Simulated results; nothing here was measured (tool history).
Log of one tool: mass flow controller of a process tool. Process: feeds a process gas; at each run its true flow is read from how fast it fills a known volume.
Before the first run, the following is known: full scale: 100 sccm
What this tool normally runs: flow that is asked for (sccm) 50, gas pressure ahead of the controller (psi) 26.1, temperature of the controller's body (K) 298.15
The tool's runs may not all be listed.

| run | hour | flow that is asked for (sccm) | gas pressure ahead of the controller (psi) | temperature of the controller's body (K) | true flow (%) |
|---|---|---|---|---|---|
| 1 | 0 | 50 | 26.1 | 298.15 | 96.46 |
| 2 | 474.4 | 50 | 26.1 | 298.15 | 96.42 |
| 3 | 826.4 | 50 | 26.1 | 298.15 | 96.23 |
| 4 | 1167.8 | 50 | 26.1 | 298.15 | 96.32 |
| 5 | 1562.6 | 50 | 26.1 | 307.15 | 96.73 |
| 6 | 2065.4 | 50 | 29 | 307.15 | 96.69 |
| 7 | 2556.3 | 50 | 26.1 | 312.15 | 96.96 |
| 8 | 3060.4 | 50 | 26.1 | 312.15 | 96.74 |
| 9 | 3536.4 | 50 | 32.2 | 298.15 | 95.94 |
| 10 | 3887.9 | 50 | 32.2 | 298.15 | 95.76 |
| 11 | 4244.5 | 50 | 32.2 | 298.15 | 95.66 |
| 12 | 4499.4 | 50 | 32.2 | 298.15 | 95.68 |
| 13 | 4815.6 | 50 | 32.2 | 298.15 | 95.63 |
| 14 | 5047.8 | 50 | 32.2 | 298.15 | 95.62 |
| 15 | 5423.5 | 12 | 26.1 | 298.15 | 87.91 |
|  | 5507.9 | controller exchanged for a calibrated one |
| 16 | 5875.2 | 12 | 26.1 | 298.15 | 98.76 |
| 17 | 6128.4 | 50 | 35.2 | 298.15 | 99.62 |
| 18 | 6560.7 | 50 | 32.5 | 298.15 | 99.42 |
| 19 | 6795 | 50 | 26.1 | 298.15 | 98.97 |
| 20 | 7042.6 | 50 | 26.1 | 298.15 | 99.04 |
| 21 | 7566.9 | 50 | 26.1 | 298.15 | 98.74 |
| 22 | 7874.5 | 50 | 26.1 | 298.15 | 98.75 |
| 23 | 8265.4 | 89 | 26.1 | 311.15 | 99.93 |
| 24 | 8478.4 | 89 | 26.1 | 311.15 | 99.93 |
| 25 | 8952.8 | 89 | 26.1 | 311.15 | 100 |
| 26 | 9280.8 | 84 | 26.1 | 297.15 | 98.97 |
| 27 | 9492.8 | 84 | 26.1 | 297.15 | 98.76 |
| 28 | 9948.2 | 61 | 25.5 | 300.15 | 98.44 |
| 29 | 10210.3 | 61 | 25.5 | 301.15 | 98.53 |
| 30 | 10595.8 | 61 | 25.5 | 301.15 | 98.55 |
| 31 | 10831.8 | 49 | 32.2 | 295.15 | 98.11 |
| 32 | 11106.5 | 49 | 32.2 | 295.15 | 98.12 |
| 33 | 11601 | 49 | 38.4 | 305.15 | 99.07 |
| 34 | 12030.4 | 50 | 34.4 | 298.15 | 98.1 |
| 35 | 12529.1 | 11 | 32.5 | 306.15 | 95.35 |
| 36 | 12931.5 | 11 | 32.5 | 306.15 | 95.15 |
| 37 | 13400.2 | 11 | 32.5 | 302.15 | 94.51 |
| 38 | 13869.3 | 53 | 32.5 | 304.15 | 98.13 |
| 39 | 14314.9 | 53 | 32.5 | 304.15 | 98.04 |
| 40 | 14643.2 | 85 | 23.8 | 293.15 | 97.34 |
| 41 | 15012.6 | 85 | 39.2 | 293.15 | 98.24 |

Hidden state or all else? Some run-to-run changes of true flow (%), split into what the settings, what came in and random variation would give without the hidden state, and what is left for the hidden state (with any gauge scatter that isn't in both results):
Unlogged tool condition in this case: flow at rest that the sensor doesn't see, % of full scale; true flow over the shown one, %; drift of the gauge itself on true_pct, %.
Run 14 -> 15: flow that is asked for (sccm) 50 -> 12, gas pressure ahead of the controller (psi) 32.2 -> 26.1. true flow (%) -7.71: hidden state -6.93, all else -0.78.
Run 15 -> 16: controller exchanged for a calibrated one. true flow (%) +10.85: hidden state +10.69, all else +0.16.
Run 37 -> 38: flow that is asked for (sccm) 11 -> 53, temperature of the controller's body (K) 302.15 -> 304.15. true flow (%) +3.62: hidden state +3.26, all else +0.36.
